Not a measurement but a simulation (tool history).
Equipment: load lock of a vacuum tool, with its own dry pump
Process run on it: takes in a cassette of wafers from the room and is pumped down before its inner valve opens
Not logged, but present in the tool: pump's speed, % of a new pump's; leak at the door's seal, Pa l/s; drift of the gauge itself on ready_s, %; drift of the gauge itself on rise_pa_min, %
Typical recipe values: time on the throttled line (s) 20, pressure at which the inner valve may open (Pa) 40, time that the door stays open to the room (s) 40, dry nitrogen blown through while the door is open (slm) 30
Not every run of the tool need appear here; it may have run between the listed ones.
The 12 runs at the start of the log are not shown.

run,hour,time on the throttled line (s),pressure at which the inner valve may open (Pa),time that the door stays open to the room (s),dry nitrogen blown through while the door is open (slm),hours that the pump has run since its overhaul,times that the door has closed on its seal,"incoming humidity of the room's air, %",time from the closed door until the inner valve may open (s),rise of the pressure with all valves shut (Pa/min)
13,3271.8,21,40,40,30,3639,31300,42.7,39.7,0.235
14,3448.7,21,40,40,30,3816,32034,50.2,40.3,0.239
15,3691.8,20,75,40,30,4059,33042,44.7,37.6,0.254
16,3998.2,20,67,40,30,4365,34312,43.3,38.1,0.266
17,4160.5,20,67,40,30,4527,34985,43.9,37.7,0.274
18,4402.7,20,67,40,30,4770,35989,47.1,38.1,0.303
19,4742.8,20,40,40,13,5110,37400,42.6,40.2,0.316
20,4992.9,20,73,40,30,5360,38437,44.9,38.1,0.323
21,5140.6,20,73,83,30,5508,39049,43.0,38.1,0.336
22,5299.8,20,62,52,30,5667,39709,45.6,38.6,0.337
23,5643.2,20,62,52,30,6010,41133,43.0,38.5,0.362
24,5811.7,20,67,40,30,6179,41831,48.8,38.5,0.367
25,6066.6,21,60,40,5,6434,42888,43.6,39.6,0.402
26,6207.3,35,60,139,34,6574,43472,45.3,50.3,0.388
27,6440.3,20,62,40,21,6807,44438,43.4,39.5,0.414
# hour 6464.3: door's seal changed, seat wiped
28,6726.5,20,35,40,30,7092,1088,45.2,41.3,0.015
29,6972.5,20,35,40,30,7338,2108,46.6,41.5,0.013
30,7234.6,20,40,40,30,7600,3194,41.4,41.4,0.021
31,7488.0,20,40,58,39,7853,4245,47.1,41.5,0.034
32,7698.0,20,40,39,14,8063,5116,44.0,41.2,0.029
33,7963.2,10,64,53,31,8329,6215,46.2,32.1,0.037
34,8273.9,10,64,53,31,8639,7504,45.7,32.5,0.045
35,8437.4,13,64,33,31,8803,8182,43.8,35.2,0.039
36,8578.8,35,40,82,30,8944,8768,44.8,52.2,0.049
37,8834.7,27,67,82,30,9200,9829,43.8,44.9,0.061

Here are 3 independent what-if runs from the current tool condition. What would each one return?
A,9099.6,27,67,77,30,9465,10928,44.0,?,?
B,9099.6,32,62,82,30,9465,10928,47.7,?,?
C,9099.6,33,67,96,30,9465,10928,46.2,?,?

run,time from the closed door until the inner valve may open (s),rise of the pressure with all valves shut (Pa/min)
A,44.9,0.059
B,49.9,0.062
C,49.4,0.059
What these runs would have given with no unlogged condition in the tool:
run,time from the closed door until the inner valve may open (s),rise of the pressure with all valves shut (Pa/min)
A,41.6,0.014
B,46.8,0.018
C,46.4,0.013

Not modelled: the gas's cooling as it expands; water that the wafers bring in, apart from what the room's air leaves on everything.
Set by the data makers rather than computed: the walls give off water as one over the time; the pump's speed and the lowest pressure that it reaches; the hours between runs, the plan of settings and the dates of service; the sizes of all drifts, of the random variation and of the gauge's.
